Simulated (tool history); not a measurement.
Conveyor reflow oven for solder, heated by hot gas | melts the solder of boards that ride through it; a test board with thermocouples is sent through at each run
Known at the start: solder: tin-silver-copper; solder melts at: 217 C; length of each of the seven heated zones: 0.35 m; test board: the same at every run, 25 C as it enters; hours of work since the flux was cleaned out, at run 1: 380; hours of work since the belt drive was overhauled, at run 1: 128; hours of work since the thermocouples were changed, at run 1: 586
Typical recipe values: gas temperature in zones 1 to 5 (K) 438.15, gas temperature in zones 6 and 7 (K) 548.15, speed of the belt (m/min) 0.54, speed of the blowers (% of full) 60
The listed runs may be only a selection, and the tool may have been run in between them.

| run | hour | gas temperature in zones 1 to 5 (K) | gas temperature in zones 6 and 7 (K) | speed of the belt (m/min) | speed of the blowers (% of full) | hours of work since the flux was cleaned out | hours of work since the belt drive was overhauled | hours of work since the thermocouples were changed | highest temperature of the board (K) | time above the solder's melting point (s) |
|---|---|---|---|---|---|---|---|---|---|---|
| 1 | 0 | 438.15 | 548.15 | 0.54 | 60 | 380 | 128 | 586 | 524.95 | 54.5 |
| 2 | 9.1 | 438.15 | 548.15 | 0.54 | 60 | 384 | 132 | 589 | 525.55 | 54.6 |
| 3 | 15.2 | 438.15 | 548.15 | 0.54 | 60 | 387 | 135 | 592 | 525.75 | 54.4 |
| 4 | 20.5 | 438.15 | 548.15 | 0.54 | 60 | 389 | 137 | 594 | 525.55 | 54.7 |
| 5 | 26.6 | 438.15 | 548.15 | 0.54 | 60 | 392 | 140 | 597 | 525.75 | 54.3 |
| 6 | 37.4 | 438.15 | 548.15 | 0.54 | 60 | 396 | 144 | 602 | 525.35 | 54.5 |
| 7 | 43.8 | 438.15 | 548.15 | 0.54 | 60 | 399 | 147 | 604 | 525.35 | 54.4 |
| 8 | 51.7 | 438.15 | 548.15 | 0.475 | 60 | 402 | 151 | 608 | 530.05 | 67.3 |
| 9 | 62.4 | 438.15 | 548.15 | 0.475 | 60 | 407 | 155 | 612 | 530.15 | 66.8 |
| 10 | 69.5 | 431.15 | 548.15 | 0.54 | 60 | 410 | 158 | 615 | 524.05 | 50.9 |
| 11 | 77.2 | 431.15 | 548.15 | 0.54 | 60 | 413 | 161 | 619 | 524.25 | 51.2 |
| 12 | 83.7 | 431.15 | 548.15 | 0.54 | 60 | 416 | 164 | 621 | 524.05 | 51.1 |
| 13 | 92 | 431.15 | 548.15 | 0.54 | 60 | 419 | 168 | 625 | 524.35 | 51 |
| 14 | 100.1 | 431.15 | 548.15 | 0.54 | 60 | 423 | 171 | 628 | 523.95 | 51.2 |
|  | 106 | flux residue cleaned out of gas plates and filters |
| 15 | 113.6 | 437.15 | 548.15 | 0.54 | 60 | 3 | 175 | 632 | 523.45 | 51.8 |
| 16 | 123.6 | 438.15 | 548.15 | 0.54 | 60 | 8 | 179 | 636 | 523.35 | 52.7 |
| 17 | 134.1 | 438.15 | 548.15 | 0.559 | 80 | 12 | 184 | 641 | 528.05 | 55.1 |
|  | 146.4 | flux residue cleaned out of gas plates and filters, once more |
| 18 | 147.3 | 444.15 | 547.15 | 0.559 | 80 | 0 | 187 | 644 | 533.25 | 61.3 |

Expected results for the next run?
| 19 | 153.2 | 433.15 | 558.15 | 0.637 | 64 | 3 | 190 | 647 | ? | ? |

highest temperature of the board (K): 530.55
time above the solder's melting point (s): 47.6
If the tool had no hidden condition, the same run with the same run-to-run variation would have returned highest temperature of the board (K) 531.25, time above the solder's melting point (s) 47.7.

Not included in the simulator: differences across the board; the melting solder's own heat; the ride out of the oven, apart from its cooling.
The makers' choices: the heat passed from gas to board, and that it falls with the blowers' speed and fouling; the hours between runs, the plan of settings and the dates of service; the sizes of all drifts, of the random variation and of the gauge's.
